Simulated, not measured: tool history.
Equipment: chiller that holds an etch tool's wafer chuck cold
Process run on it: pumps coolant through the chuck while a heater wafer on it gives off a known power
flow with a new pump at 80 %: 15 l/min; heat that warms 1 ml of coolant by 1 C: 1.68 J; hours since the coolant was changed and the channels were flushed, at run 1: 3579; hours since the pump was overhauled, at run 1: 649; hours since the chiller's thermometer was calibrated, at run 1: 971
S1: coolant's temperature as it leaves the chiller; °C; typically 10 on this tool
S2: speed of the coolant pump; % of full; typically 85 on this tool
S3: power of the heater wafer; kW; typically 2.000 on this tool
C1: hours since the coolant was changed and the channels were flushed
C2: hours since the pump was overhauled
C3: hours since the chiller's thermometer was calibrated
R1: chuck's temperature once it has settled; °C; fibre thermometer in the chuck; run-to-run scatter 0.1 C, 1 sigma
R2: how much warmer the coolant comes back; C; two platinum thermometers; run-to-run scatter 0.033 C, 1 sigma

run,hour,S1,S2,S3,C1,C2,C3,R1,R2
1,0.0,10,85,2.000,3579,649,971,31.6,4.53
2,29.1,10,85,2.000,3609,678,1000,31.7,4.54
3,49.2,10,85,2.000,3629,698,1021,31.6,4.50
4,74.7,10,79,2.000,3654,723,1046,33.4,4.96
5,101.5,10,79,2.000,3681,750,1073,33.3,4.96
6,117.7,10,79,2.000,3697,766,1089,33.3,4.94
7,146.4,10,79,2.000,3726,795,1118,33.4,4.91
8,170.4,5,85,2.000,3750,819,1142,26.8,4.58
9,205.9,5,85,2.000,3785,854,1177,26.9,4.53
10,226.5,8,66,2.000,3806,875,1198,35.8,5.98
11,246.2,8,66,2.000,3826,895,1218,35.8,6.04
12,279.2,8,66,2.000,3859,928,1251,35.6,5.99
13,308.3,8,84,2.000,3888,957,1280,30.1,4.56
14,338.5,8,84,2.000,3918,987,1310,30.1,4.59
15,353.7,8,84,2.000,3933,1002,1325,30.3,4.65
16,372.5,8,84,2.000,3952,1021,1344,30.4,4.60
17,405.9,17,85,1.463,3985,1054,1377,32.8,3.28
18,438.3,17,85,1.463,4018,1087,1410,32.8,3.33

3 options for the next run, each taken on its own from the tool as it stands now. Forecast them:
A,468.7,10,85,1.521,4048,1117,1440,?,?
B,468.7,15,85,2.000,4048,1117,1440,?,?
C,468.7,16,85,2.000,4048,1117,1440,?,?

run,R1,R2
A,26.7,3.50
B,36.8,4.52
C,38.0,4.57
With the hidden condition removed and each run's random variation left untouched, the same runs would have given:
run,R1,R2
A,25.3,3.42
B,34.9,4.43
C,36.1,4.48
